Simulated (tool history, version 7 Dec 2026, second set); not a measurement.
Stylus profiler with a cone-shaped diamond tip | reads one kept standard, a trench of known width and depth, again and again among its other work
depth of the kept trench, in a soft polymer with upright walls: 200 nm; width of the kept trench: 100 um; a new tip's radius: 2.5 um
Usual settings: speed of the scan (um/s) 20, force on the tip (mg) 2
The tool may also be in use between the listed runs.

run   hour  speed of the scan (um/s)  force on the tip (mg)  depth of the trench (Å)  width of the trench's floor (um)
  1      0                        20                      2                   2029.5                             97.55
  2   20.5                        13                      2                   2029.1                             97.61
  3   31.8                        13                      2                   2029.1                             97.63
  4   56.8                        13                   2.62                   2035.2                             97.59
  5   77.6                        13                   2.62                   2034.3                             97.54
  6     94                        13                   2.62                   2035.5                             97.57
  7  113.4                        20                   5.35                   2054.9                             97.58
  8  130.6                        20                   5.35                   2054.9                             97.55
  9  145.3                        20                   5.35                   2054.5                              97.6
 10  165.3                        20                      2                   2029.8                             97.52
 11  191.1                        12                      2                   2030.5                             97.53
 12  218.3                        36                      2                   2030.7                              97.4
 13    241                        53                      2                   2030.2                             97.29
 14  264.6                        53                      2                   2030.7                             97.29
 15  279.5                        53                      2                   2030.1                             97.27
 16  307.2                        26                   2.32                   2032.8                             97.48
 17    326                        29                   4.08                   2046.5                             97.44
 18  349.9                        27                   2.11                   2030.9                             97.45
 19  365.8                        18                   5.94                   2058.9                              97.5
 20  386.2                        13                   5.94                   2059.1                             97.46
 21  406.4                         8                   0.93                     2020                             97.48
 22  424.5                         8                   0.93                   2020.1                             97.48
 23    436                         8                   0.93                   2019.7                             97.49
 24  462.2                         8                   0.93                   2019.7                             97.45
 25  478.2                        16                   4.07                   2047.8                             97.49
 26  505.1                        26                   0.67                   2017.2                             97.26
 27  526.5                        26                   0.67                   2017.3                             97.26

The next listed run, before its measurement:
 28  539.5                        26                   0.67                        ?                                 ?

{"run 28": {"depth of the trench (Å)": 2016.3, "width of the trench's floor (um)": 97.25}}
Without the tool's hidden state the same run would have given depth of the trench (Å) 2011.8, width of the trench's floor (um) 97.77.
